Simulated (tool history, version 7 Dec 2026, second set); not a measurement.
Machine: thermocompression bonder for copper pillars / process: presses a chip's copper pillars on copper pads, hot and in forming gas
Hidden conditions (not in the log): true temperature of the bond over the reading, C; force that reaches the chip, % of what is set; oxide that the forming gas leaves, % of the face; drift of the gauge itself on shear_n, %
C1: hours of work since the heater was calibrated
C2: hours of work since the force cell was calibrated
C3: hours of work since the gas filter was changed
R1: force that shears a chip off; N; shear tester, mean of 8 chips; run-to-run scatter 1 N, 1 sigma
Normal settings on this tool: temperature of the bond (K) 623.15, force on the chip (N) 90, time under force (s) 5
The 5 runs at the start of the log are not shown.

At hour 172.3: forming gas filter changed.
Run 6, hour 180.7: usual settings; C1 1120; C2 1408; C3 7. Result: R1 92.2 N.
Run 7, hour 204.5: usual settings but force on the chip (N) 122; C1 1138; C2 1427; C3 25. Result: R1 105.4 N.
Run 8, hour 238.7: usual settings but temperature of the bond (K) 629.15; C1 1165; C2 1453; C3 51. Result: R1 94.1 N.
At hour 246.9: force cell calibrated.
Run 9, hour 287.2: usual settings but temperature of the bond (K) 629.15; C1 1201; C2 31; C3 88. Result: R1 93.8 N.
Run 10, hour 322.5: usual settings but temperature of the bond (K) 629.15; C1 1229; C2 59; C3 115. Result: R1 93.9 N.
Run 11, hour 374.2: usual settings but temperature of the bond (K) 629.15; C1 1269; C2 99; C3 155. Result: R1 91.7 N.
Run 12, hour 414.6: usual settings but temperature of the bond (K) 629.15; C1 1300; C2 130; C3 186. Result: R1 91.4 N.
Run 13, hour 463.7: usual settings but temperature of the bond (K) 629.15; C1 1338; C2 168; C3 224. Result: R1 90.3 N.
At hour 468.0: heater calibrated with a thermocouple chip.
Run 14, hour 513.1: usual settings but temperature of the bond (K) 629.15, time under force (s) 11; C1 35; C2 205; C3 261. Result: R1 112.0 N.
Run 15, hour 543.7: usual settings but temperature of the bond (K) 629.15, time under force (s) 11; C1 59; C2 228; C3 285. Result: R1 109.4 N.
At hour 558.4: forming gas filter changed.
Run 16, hour 583.8: usual settings but force on the chip (N) 55; C1 89; C2 259; C3 20. Result: R1 72.7 N.
Run 17, hour 612.5: usual settings but temperature of the bond (K) 639.15, force on the chip (N) 55; C1 112; C2 281; C3 42. Result: R1 79.5 N.
Run 18, hour 660.1: usual settings but temperature of the bond (K) 606.15; C1 148; C2 318; C3 79. Result: R1 84.5 N.
Run 19, hour 686.9: usual settings but temperature of the bond (K) 606.15; C1 169; C2 339; C3 99. Result: R1 82.8 N.
Run 20, hour 737.2: usual settings but temperature of the bond (K) 606.15; C1 208; C2 378; C3 138. Result: R1 82.7 N.
At hour 780.4: heater calibrated with a thermocouple chip, once more.
Run 21, hour 782.0: usual settings but temperature of the bond (K) 606.15; C1 1; C2 411; C3 172. Result: R1 75.7 N.
Run 22, hour 806.4: usual settings but temperature of the bond (K) 632.15, force on the chip (N) 100; C1 20; C2 430; C3 191. Result: R1 94.4 N.

What will run 23 give?
Run 23, hour 842.9: usual settings but temperature of the bond (K) 624.15, force on the chip (N) 101; C1 48; C2 458; C3 219. Result: R1 ?.

R1: 89.5 N
Take away the tool's hidden state, keep the run-to-run variation as it was, and the same run would have given R1 98.1 N.
